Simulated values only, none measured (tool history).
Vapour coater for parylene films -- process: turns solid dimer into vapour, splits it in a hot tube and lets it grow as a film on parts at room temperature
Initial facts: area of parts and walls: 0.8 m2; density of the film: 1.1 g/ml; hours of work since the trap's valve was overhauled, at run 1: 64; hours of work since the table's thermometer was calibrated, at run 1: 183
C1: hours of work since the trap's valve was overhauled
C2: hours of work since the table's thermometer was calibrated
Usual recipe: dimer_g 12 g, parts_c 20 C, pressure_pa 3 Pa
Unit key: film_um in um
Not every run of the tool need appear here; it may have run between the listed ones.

run 1 hour=0 | dimer_g=12 parts_c=20 pressure_pa=3 | C1=64 C2=183 | film_um=11.33
run 2 hour=22.7 | dimer_g=12 parts_c=20 pressure_pa=3 | C1=82 C2=201 | film_um=11.37
run 3 hour=52 | dimer_g=12 parts_c=20 pressure_pa=3 | C1=105 C2=224 | film_um=11.41
run 4 hour=84.6 | dimer_g=12 parts_c=20 pressure_pa=3 | C1=131 C2=250 | film_um=11.31
run 5 hour=138.2 | dimer_g=12 parts_c=20 pressure_pa=3 | C1=173 C2=293 | film_um=11.3
run 6 hour=189.6 | dimer_g=12 parts_c=20 pressure_pa=3 | C1=214 C2=333 | film_um=11.14
run 7 hour=217 | dimer_g=12 parts_c=20 pressure_pa=3 | C1=236 C2=355 | film_um=11.05
run 8 hour=267.6 | dimer_g=12 parts_c=20 pressure_pa=3 | C1=276 C2=395 | film_um=10.94
run 9 hour=308.7 | dimer_g=12 parts_c=20 pressure_pa=3 | C1=308 C2=427 | film_um=10.93
run 10 hour=353.1 | dimer_g=12 parts_c=20 pressure_pa=5.72 | C1=343 C2=463 | film_um=10.01
run 11 hour=385.3 | dimer_g=12 parts_c=20 pressure_pa=3 | C1=369 C2=488 | film_um=10.84
-- hour=428.1 trap's valve overhauled
run 12 hour=429.2 | dimer_g=12 parts_c=20 pressure_pa=9.54 | C1=1 C2=520 | film_um=10.07
run 13 hour=466.4 | dimer_g=12 parts_c=20 pressure_pa=9.54 | C1=30 C2=549 | film_um=10.05
run 14 hour=493.6 | dimer_g=12 parts_c=24 pressure_pa=3 | C1=52 C2=571 | film_um=10.13
run 15 hour=534.4 | dimer_g=12 parts_c=24 pressure_pa=7.04 | C1=84 C2=603 | film_um=9.1
run 16 hour=566.4 | dimer_g=12 parts_c=20 pressure_pa=3 | C1=109 C2=628 | film_um=11.46
run 17 hour=603.5 | dimer_g=12 parts_c=20 pressure_pa=3 | C1=139 C2=658 | film_um=11.3
run 18 hour=630.7 | dimer_g=12 parts_c=20 pressure_pa=11.41 | C1=160 C2=679 | film_um=9.68
run 19 hour=662.2 | dimer_g=12 parts_c=20 pressure_pa=11.41 | C1=185 C2=704 | film_um=9.59
run 20 hour=717.8 | dimer_g=12 parts_c=20 pressure_pa=3 | C1=229 C2=748 | film_um=11.11
run 21 hour=761.6 | dimer_g=12 parts_c=20 pressure_pa=3 | C1=264 C2=783 | film_um=11.03
run 22 hour=784.2 | dimer_g=12 parts_c=20 pressure_pa=3 | C1=282 C2=801 | film_um=10.93
run 23 hour=811 | dimer_g=12 parts_c=12 pressure_pa=3 | C1=303 C2=822 | film_um=12.41
run 24 hour=846.9 | dimer_g=12 parts_c=12 pressure_pa=3 | C1=331 C2=850 | film_um=12.39
run 25 hour=882.1 | dimer_g=6 parts_c=14 pressure_pa=5.29 | C1=359 C2=878 | film_um=6.08
run 26 hour=923 | dimer_g=6 parts_c=14 pressure_pa=5.29 | C1=392 C2=910 | film_um=6.08
-- hour=939.7 trap's valve overhauled
run 27 hour=972.6 | dimer_g=6 parts_c=14 pressure_pa=5.29 | C1=26 C2=946 | film_um=6.5
run 28 hour=1000.3 | dimer_g=13 parts_c=13 pressure_pa=2.82 | C1=48 C2=968 | film_um=14.41
run 29 hour=1049 | dimer_g=13 parts_c=13 pressure_pa=2.82 | C1=87 C2=1007 | film_um=14.22
run 30 hour=1083 | dimer_g=13 parts_c=13 pressure_pa=2.82 | C1=113 C2=1034 | film_um=14.05
run 31 hour=1120.1 | dimer_g=10 parts_c=20 pressure_pa=3 | C1=143 C2=1063 | film_um=9.48
run 32 hour=1168.3 | dimer_g=6 parts_c=20 pressure_pa=3 | C1=181 C2=1101 | film_um=5.65
run 33 hour=1201.1 | dimer_g=12 parts_c=20 pressure_pa=7.49 | C1=207 C2=1127 | film_um=10.12
run 34 hour=1248.7 | dimer_g=12 parts_c=20 pressure_pa=7.49 | C1=245 C2=1165 | film_um=10.11
run 35 hour=1280.6 | dimer_g=16 parts_c=30 pressure_pa=8.92 | C1=270 C2=1190 | film_um=9.57
run 36 hour=1335.1 | dimer_g=16 parts_c=30 pressure_pa=8.92 | C1=313 C2=1233 | film_um=9.43
run 37 hour=1365.3 | dimer_g=7 parts_c=20 pressure_pa=3.2 | C1=337 C2=1257 | film_um=6.38
run 38 hour=1407.7 | dimer_g=7 parts_c=20 pressure_pa=3.2 | C1=370 C2=1291 | film_um=6.32
run 39 hour=1434.4 | dimer_g=14 parts_c=29 pressure_pa=11.14 | C1=391 C2=1312 | film_um=8.29
-- hour=1450 trap's valve overhauled
run 40 hour=1482.8 | dimer_g=8 parts_c=29 pressure_pa=2.57 | C1=26 C2=1347 | film_um=6.04
run 41 hour=1531.2 | dimer_g=8 parts_c=30 pressure_pa=2.57 | C1=64 C2=1385 | film_um=5.81
run 42 hour=1585.3 | dimer_g=12 parts_c=16 pressure_pa=2.41 | C1=107 C2=1428 | film_um=12.94
run 43 hour=1626.9 | dimer_g=6 parts_c=22 pressure_pa=6.81 | C1=140 C2=1461 | film_um=4.85
run 44 hour=1661.4 | dimer_g=12 parts_c=20 pressure_pa=2.98 | C1=167 C2=1488 | film_um=11.41
run 45 hour=1684.5 | dimer_g=11 parts_c=20 pressure_pa=2.98 | C1=186 C2=1507 | film_um=10.5
run 46 hour=1732.8 | dimer_g=19 parts_c=20 pressure_pa=3 | C1=224 C2=1545 | film_um=17.99

Alternative continuations, all from the tool just after run 46; predict every row:
run A hour=1767.2 | dimer_g=7 parts_c=24 pressure_pa=4.86 | C1=251 C2=1572 | film_um=?
run B hour=1767.2 | dimer_g=19 parts_c=13 pressure_pa=3 | C1=251 C2=1572 | film_um=?
run C hour=1767.2 | dimer_g=18 parts_c=31 pressure_pa=9.61 | C1=251 C2=1572 | film_um=?

run=A film_um=5.5
run=B film_um=20.23
run=C film_um=10.52
Without the tool's unlogged condition, the same runs would have read:
run=A film_um=5.62
run=B film_um=21.41
run=C film_um=10.75
